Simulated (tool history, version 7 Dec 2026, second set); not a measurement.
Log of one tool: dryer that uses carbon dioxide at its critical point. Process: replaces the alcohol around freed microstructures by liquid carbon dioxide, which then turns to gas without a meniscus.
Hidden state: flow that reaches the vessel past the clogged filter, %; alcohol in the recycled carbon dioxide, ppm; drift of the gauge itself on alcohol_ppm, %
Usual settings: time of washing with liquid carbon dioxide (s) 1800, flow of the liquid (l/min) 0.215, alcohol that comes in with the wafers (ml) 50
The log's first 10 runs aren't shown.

run    hour  time of washing with liquid carbon dioxide (s)  flow of the liquid (l/min)  alcohol that comes in with the wafers (ml)  hours of work since the filter was changed  hours of work since the purifier's bed was changed  alcohol left in the vessel before it's heated (ppm by volume)
 11     426                                            1800                       0.215                                          50                                          43                                                 667                                                            592
 12     455                                            1800                       0.215                                          50                                          52                                                 677                                                            603
 13   502.4                                            1800                       0.215                                          50                                          68                                                 692                                                            618
 14   556.1                                            1800                       0.215                                          35                                          85                                                 710                                                            482
 15   586.7                                            1800                       0.215                                          35                                          95                                                 720                                                            480
 16   643.1                                            1800                       0.215                                          35                                         114                                                 738                                                            504
 17   695.4                                            2040                       0.215                                          50                                         131                                                 755                                                            416
 18   752.8                                            2040                       0.215                                          50                                         149                                                 774                                                            437
 19   792.9                                            1920                       0.304                                          50                                         162                                                 787                                                            176
      831.2  -- inlet filter changed
 20   843.9                                            1140                       0.187                                          26                                           4                                                 803                                                           2159
      887.4  -- purifier's bed changed
 21   890.1                                            1500                       0.309                                          92                                          18                                                   1                                                            296
 22   916.4                                            1500                       0.309                                          92                                          27                                                   9                                                            302
 23   957.5                                            1800                       0.215                                          57                                          40                                                  23                                                            575
 24     999                                            2160                       0.215                                         114                                          54                                                  36                                                            469
 25  1051.4                                            1920                       0.192                                          96                                          71                                                  53                                                           1290
 26  1086.2                                            1800                       0.217                                          50                                          82                                                  65                                                            517
 27  1130.4                                            1380                       0.215                                          50                                          96                                                  79                                                           1593
 28  1177.7                                            2280                       0.215                                          72                                         112                                                  95                                                            256
 29  1235.5                                            1500                       0.163                                          63                                         131                                                 113                                                           3951
 30  1264.1                                            1260                       0.259                                          51                                         140                                                 123                                                           1152
 31  1298.1                                            2400                       0.181                                          50                                         151                                                 134                                                            401
 32  1352.4                                            2400                       0.148                                          43                                         169                                                 151                                                            872
     1369.3  -- inlet filter changed
 33  1378.7                                            2400                       0.148                                          43                                           3                                                 160                                                            702
 34  1436.9                                            2400                       0.148                                          43                                          22                                                 179                                                            711

5 ways to go on from here, each from the tool as it stands after run 34. What would each give?
  A  1472                                            1800                       0.215                                          29                                          33                                                 190                                                              ?
  B  1472                                            1800                       0.189                                         119                                          33                                                 190                                                              ?
  C  1472                                            1320                       0.187                                          43                                          33                                                 190                                                              ?
  D  1472                                            1860                       0.135                                          20                                          33                                                 190                                                              ?
  E  1472                                            1800                       0.215                                          20                                          33                                                 190                                                              ?

run  alcohol left in the vessel before it's heated (ppm by volume)
  A                                                            310
  B                                                           2175
  C                                                           2339
  D                                                           1187
  E                                                            219
Without the tool's hidden state the same runs would have given:
run  alcohol left in the vessel before it's heated (ppm by volume)
  A                                                            267
  B                                                           2038
  C                                                           2226
  D                                                           1116
  E                                                            181
